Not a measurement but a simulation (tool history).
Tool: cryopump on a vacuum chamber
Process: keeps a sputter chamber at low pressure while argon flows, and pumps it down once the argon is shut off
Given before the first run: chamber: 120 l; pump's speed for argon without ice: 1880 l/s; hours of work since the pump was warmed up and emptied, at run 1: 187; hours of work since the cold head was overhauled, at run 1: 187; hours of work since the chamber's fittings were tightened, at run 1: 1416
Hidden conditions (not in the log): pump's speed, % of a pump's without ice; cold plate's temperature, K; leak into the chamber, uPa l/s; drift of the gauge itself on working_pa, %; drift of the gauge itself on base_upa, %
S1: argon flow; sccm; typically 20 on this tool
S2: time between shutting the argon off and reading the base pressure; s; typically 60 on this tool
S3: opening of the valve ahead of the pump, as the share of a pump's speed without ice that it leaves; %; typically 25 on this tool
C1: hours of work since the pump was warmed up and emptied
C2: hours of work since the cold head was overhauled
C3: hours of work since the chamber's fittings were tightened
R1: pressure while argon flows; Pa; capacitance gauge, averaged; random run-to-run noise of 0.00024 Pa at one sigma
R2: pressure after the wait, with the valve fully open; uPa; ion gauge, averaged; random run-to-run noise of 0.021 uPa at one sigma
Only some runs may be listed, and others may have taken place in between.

run    hour  S1   S2  S3   C1    C2    C3      R1    R2
  1       0  20   60  25  187   187  1416  0.0725  0.94
  2    58.4  20   95  25  231   231  1460  0.0727  0.81
  3   159.8  20   60  25  307   307  1537  0.0727  0.96
  4   250.7  20   60  25  375   375  1605  0.0738  1.02
  5     317  20   60  25  425   425  1655  0.0736  1.07
  6   382.5  20   60  25  474   474  1704  0.0743  1.07
  7   440.4  20  104  25  518   518  1748  0.0738  0.99
  8   508.5  20  104  25  569   569  1799   0.075  0.96
  9   610.8  20  104  17  646   646  1876  0.1086  0.97
 10   662.6  20  104  17  685   685  1915  0.1082  1.03
 11   748.7  12   41  16  750   750  1980  0.0692  1.39
 12   801.4  24   55  25  790   790  2019  0.0902  1.25
 13   843.5  24  253  25  821   821  2051  0.0905  1.03
 14   895.6  24  149  25  861   861  2090   0.091  1.06
 15   995.3   9   23  25  936   936  2165  0.0347  1.84
     1014.5  -- pump warmed up, emptied and cooled again
 16  1057.2  20   51  18   32   978  2208  0.1002  1.23
 17  1120.3  20  269  19   80  1026  2256  0.0952  0.92

Here are 3 independent what-if runs from the current tool condition. What would each one return?
  A  1167  12  117  29  115  1061  2291   ?   ?
  B  1167  30   22  17  115  1061  2291   ?   ?
  C  1167  16   57  41  115  1061  2291   ?   ?

run      R1    R2
  A  0.0373  1.01
  B  0.1596  1.76
  C  0.0355  1.22
What these runs would have given with no unlogged condition in the tool:
run      R1    R2
  A  0.0369  0.29
  B  0.1586  1.05
  C   0.035   0.5
